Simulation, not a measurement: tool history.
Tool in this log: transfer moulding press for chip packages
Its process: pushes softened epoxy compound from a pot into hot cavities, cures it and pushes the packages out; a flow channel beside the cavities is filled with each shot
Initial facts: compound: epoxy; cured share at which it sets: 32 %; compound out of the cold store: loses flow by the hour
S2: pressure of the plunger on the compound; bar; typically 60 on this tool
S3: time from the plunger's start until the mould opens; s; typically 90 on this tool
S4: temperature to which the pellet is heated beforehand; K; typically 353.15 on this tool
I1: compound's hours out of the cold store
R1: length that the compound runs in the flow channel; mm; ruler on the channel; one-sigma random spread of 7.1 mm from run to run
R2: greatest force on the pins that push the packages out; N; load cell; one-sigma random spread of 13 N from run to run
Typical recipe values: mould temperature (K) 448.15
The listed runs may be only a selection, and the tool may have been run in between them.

run 1 hour=0 | mould_temperature_(K)=448.15 S2=60 S3=90 S4=353.15 | I1=24.6 | R1=744 R2=789
run 2 hour=21.6 | mould_temperature_(K)=448.15 S2=46 S3=90 S4=353.15 | I1=22.6 | R1=671 R2=813
-- hour=43.9 cavities cleaned with cleaning compound and waxed
run 3 hour=74.3 | mould_temperature_(K)=448.15 S2=46 S3=129 S4=353.15 | I1=14.5 | R1=683 R2=469
run 4 hour=119.6 | mould_temperature_(K)=448.15 S2=46 S3=129 S4=353.15 | I1=41.1 | R1=609 R2=517
-- hour=133.3 cavities cleaned with cleaning compound and waxed
run 5 hour=165.3 | mould_temperature_(K)=448.15 S2=46 S3=129 S4=353.15 | I1=45.9 | R1=598 R2=441
run 6 hour=216.9 | mould_temperature_(K)=445.15 S2=60 S3=90 S4=353.15 | I1=13.2 | R1=785 R2=1137
-- hour=221 cavities cleaned with cleaning compound and waxed
run 7 hour=242.1 | mould_temperature_(K)=448.15 S2=60 S3=90 S4=353.15 | I1=40.4 | R1=673 R2=640
run 8 hour=286.2 | mould_temperature_(K)=447.15 S2=60 S3=90 S4=353.15 | I1=15.9 | R1=757 R2=926
-- hour=307.7 plunger's sealing rings changed
-- hour=314 cavities cleaned with cleaning compound and waxed
run 9 hour=335.6 | mould_temperature_(K)=447.15 S2=60 S3=121 S4=353.15 | I1=28.1 | R1=778 R2=467
run 10 hour=379.1 | mould_temperature_(K)=447.15 S2=60 S3=121 S4=353.15 | I1=24.5 | R1=790 R2=537
-- hour=401.5 cavities cleaned with cleaning compound and waxed
run 11 hour=401.5 | mould_temperature_(K)=447.15 S2=47 S3=121 S4=353.15 | I1=9.1 | R1=754 R2=439
run 12 hour=442.3 | mould_temperature_(K)=447.15 S2=47 S3=121 S4=353.15 | I1=9.1 | R1=745 R2=504
run 13 hour=468.3 | mould_temperature_(K)=447.15 S2=47 S3=121 S4=353.15 | I1=36.7 | R1=647 R2=546
-- hour=492.5 cavities cleaned with cleaning compound and waxed
run 14 hour=515.5 | mould_temperature_(K)=445.15 S2=74.2 S3=79 S4=353.15 | I1=28.8 | R1=857 R2=1232
run 15 hour=544.2 | mould_temperature_(K)=448.15 S2=59.6 S3=123 S4=353.15 | I1=36.8 | R1=724 R2=510
-- hour=567.4 mould's thermocouples calibrated
-- hour=583.3 cavities cleaned with cleaning compound and waxed
run 16 hour=597.9 | mould_temperature_(K)=448.15 S2=59.6 S3=123 S4=347.15 | I1=30.4 | R1=741 R2=428
run 17 hour=620.1 | mould_temperature_(K)=448.15 S2=59.6 S3=123 S4=347.15 | I1=42.8 | R1=702 R2=487
run 18 hour=659.5 | mould_temperature_(K)=448.15 S2=59.6 S3=123 S4=347.15 | I1=19 | R1=780 R2=512
-- hour=670.3 cavities cleaned with cleaning compound and waxed
run 19 hour=688.4 | mould_temperature_(K)=444.15 S2=60 S3=80 S4=353.15 | I1=12.5 | R1=821 R2=1251
run 20 hour=727.5 | mould_temperature_(K)=445.15 S2=60 S3=80 S4=353.15 | I1=20.1 | R1=764 R2=1264
-- hour=758.7 cavities cleaned with cleaning compound and waxed
run 21 hour=758.7 | mould_temperature_(K)=445.15 S2=60 S3=80 S4=353.15 | I1=24 | R1=746 R2=988
run 22 hour=798.3 | mould_temperature_(K)=445.15 S2=60 S3=80 S4=353.15 | I1=26.1 | R1=746 R2=1257
run 23 hour=833.5 | mould_temperature_(K)=452.15 S2=61 S3=121 S4=356.15 | I1=16.2 | R1=741 R2=525

Predict each of these 4 candidate next runs independently; none follows another, all start after run 23:
-- hour=845.4 cavities cleaned with cleaning compound and waxed
run A hour=883.3 | mould_temperature_(K)=452.15 S2=46 S3=121 S4=356.15 | I1=28.7 | R1=? R2=?
-- hour=845.4 cavities cleaned with cleaning compound and waxed
run B hour=883.3 | mould_temperature_(K)=448.15 S2=60 S3=90 S4=351.15 | I1=46 | R1=? R2=?
-- hour=845.4 cavities cleaned with cleaning compound and waxed
run C hour=883.3 | mould_temperature_(K)=448.15 S2=60 S3=90 S4=362.15 | I1=16.5 | R1=? R2=?
-- hour=845.4 cavities cleaned with cleaning compound and waxed
run D hour=883.3 | mould_temperature_(K)=448.15 S2=71.4 S3=90 S4=353.15 | I1=41.7 | R1=? R2=?

run=A R1=613 R2=467
run=B R1=668 R2=695
run=C R1=745 R2=729
run=D R1=737 R2=681
The same runs, with their run-to-run variation unchanged, on a tool lacking any hidden condition would have given:
run=A R1=667 R2=390
run=B R1=726 R2=563
run=C R1=811 R2=589
run=D R1=801 R2=551
